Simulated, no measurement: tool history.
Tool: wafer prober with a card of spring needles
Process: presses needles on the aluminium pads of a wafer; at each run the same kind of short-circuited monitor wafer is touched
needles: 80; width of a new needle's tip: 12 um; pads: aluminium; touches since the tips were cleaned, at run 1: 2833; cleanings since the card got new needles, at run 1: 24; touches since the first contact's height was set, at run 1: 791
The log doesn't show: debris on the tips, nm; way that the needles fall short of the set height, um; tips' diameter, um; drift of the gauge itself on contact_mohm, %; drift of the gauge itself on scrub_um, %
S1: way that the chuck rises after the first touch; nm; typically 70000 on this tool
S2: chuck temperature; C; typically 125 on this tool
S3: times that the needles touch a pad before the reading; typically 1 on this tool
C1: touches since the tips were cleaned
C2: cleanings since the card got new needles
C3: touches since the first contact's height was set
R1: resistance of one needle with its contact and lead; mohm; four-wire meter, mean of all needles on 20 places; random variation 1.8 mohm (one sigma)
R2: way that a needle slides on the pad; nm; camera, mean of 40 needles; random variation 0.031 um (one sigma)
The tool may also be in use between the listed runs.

Run 1, day 0.000: usual settings; C1 2833; C2 24; C3 791. Result: R1 198 mohm, R2 17660 nm.
At day 0.892: tips cleaned on abrasive film.
Run 2, day 0.892: usual settings; C1 0; C2 25; C3 6241. Result: R1 187 mohm, R2 17590 nm.
Run 3, day 1.783: usual settings; C1 5466; C2 25; C3 11707. Result: R1 202 mohm, R2 17630 nm.
At day 2.258: tips cleaned on abrasive film.
Run 4, day 2.475: usual settings; C1 1334; C2 26; C3 15927. Result: R1 195 mohm, R2 17590 nm.
Run 5, day 3.254: usual settings; C1 6105; C2 26; C3 20698. Result: R1 205 mohm, R2 17600 nm.
At day 3.638: tips cleaned on abrasive film.
Run 6, day 4.079: usual settings; C1 2716; C2 27; C3 25737. Result: R1 200 mohm, R2 17570 nm.
Run 7, day 4.738: usual settings; C1 6755; C2 27; C3 29776. Result: R1 204 mohm, R2 17600 nm.
At day 5.012: tips cleaned on abrasive film.
Run 8, day 5.325: usual settings but S2 51 C; C1 1903; C2 28; C3 33339. Result: R1 183 mohm, R2 17570 nm.
Run 9, day 6.192: usual settings but S2 51 C; C1 7223; C2 28; C3 38659. Result: R1 192 mohm, R2 17600 nm.
At day 6.354: tips cleaned on abrasive film.
Run 10, day 6.800: usual settings; C1 2730; C2 29; C3 42363. Result: R1 197 mohm, R2 17530 nm.
Run 11, day 7.525: usual settings; C1 7168; C2 29; C3 46801. Result: R1 203 mohm, R2 17530 nm.
At day 7.742: tips cleaned on abrasive film.
Run 12, day 8.271: usual settings but S2 106 C; C1 3234; C2 30; C3 51349. Result: R1 197 mohm, R2 17490 nm.
Run 13, day 9.000: usual settings but S1 80000 nm, S2 42 C; C1 7707; C2 30; C3 55822. Result: R1 186 mohm, R2 20050 nm.
At day 9.092: tips cleaned on abrasive film.
Run 14, day 9.600: usual settings but S1 51000 nm, S2 61 C; C1 3113; C2 31; C3 59484. Result: R1 189 mohm, R2 12750 nm.
Run 15, day 10.000: usual settings but S1 76000 nm, S2 52 C, S3 2; C1 5566; C2 31; C3 61937. Result: R1 183 mohm, R2 18980 nm.
At day 10.438: tips cleaned on abrasive film.
Run 16, day 10.725: usual settings but S2 63 C; C1 1771; C2 32; C3 66370. Result: R1 183 mohm, R2 17460 nm.
Run 17, day 11.383: usual settings but S1 79000 nm, S3 2; C1 5801; C2 32; C3 70400. Result: R1 195 mohm, R2 19760 nm.
At day 11.846: tips cleaned on abrasive film.
Run 18, day 12.075: usual settings but S1 58000 nm, S3 3; C1 1408; C2 33; C3 74621. Result: R1 191 mohm, R2 14460 nm.
Run 19, day 12.954: usual settings but S1 88000 nm, S2 55 C, S3 3; C1 6782; C2 33; C3 79995. Result: R1 176 mohm, R2 22040 nm.
At day 13.192: tips cleaned on abrasive film.
Run 20, day 13.833: usual settings but S1 88000 nm, S2 55 C, S3 3; C1 3920; C2 34; C3 85363. Result: R1 178 mohm, R2 21910 nm.
Run 21, day 14.442: usual settings; C1 7656; C2 34; C3 89099. Result: R1 202 mohm, R2 17460 nm.

5 ways to go on from here, each from the tool as it stands after run 21. What would each give?
At day 14.592: tips cleaned on abrasive film.
Run A, day 14.954: usual settings but S2 26 C; C1 2231; C2 35; C3 92229. Result: R1 ?, R2 ?.
At day 14.592: tips cleaned on abrasive film.
Run B, day 14.954: usual settings but S1 64000 nm, S2 75 C, S3 3; C1 2231; C2 35; C3 92229. Result: R1 ?, R2 ?.
At day 14.592: tips cleaned on abrasive film.
Run C, day 14.954: usual settings but S1 64000 nm, S2 68 C; C1 2231; C2 35; C3 92229. Result: R1 ?, R2 ?.
At day 14.592: tips cleaned on abrasive film.
Run D, day 14.954: usual settings but S1 52000 nm; C1 2231; C2 35; C3 92229. Result: R1 ?, R2 ?.
At day 14.592: tips cleaned on abrasive film.
Run E, day 14.954: usual settings but S3 2; C1 2231; C2 35; C3 92229. Result: R1 ?, R2 ?.

run   R1     R2
  A  178  17380
  B  182  15940
  C  186  15980
  D  198  12930
  E  191  17460
With the hidden condition removed and each run's random variation left untouched, the same runs would have given:
run   R1     R2
  A  170  17540
  B  180  16110
  C  177  16140
  D  188  13100
  E  186  17620
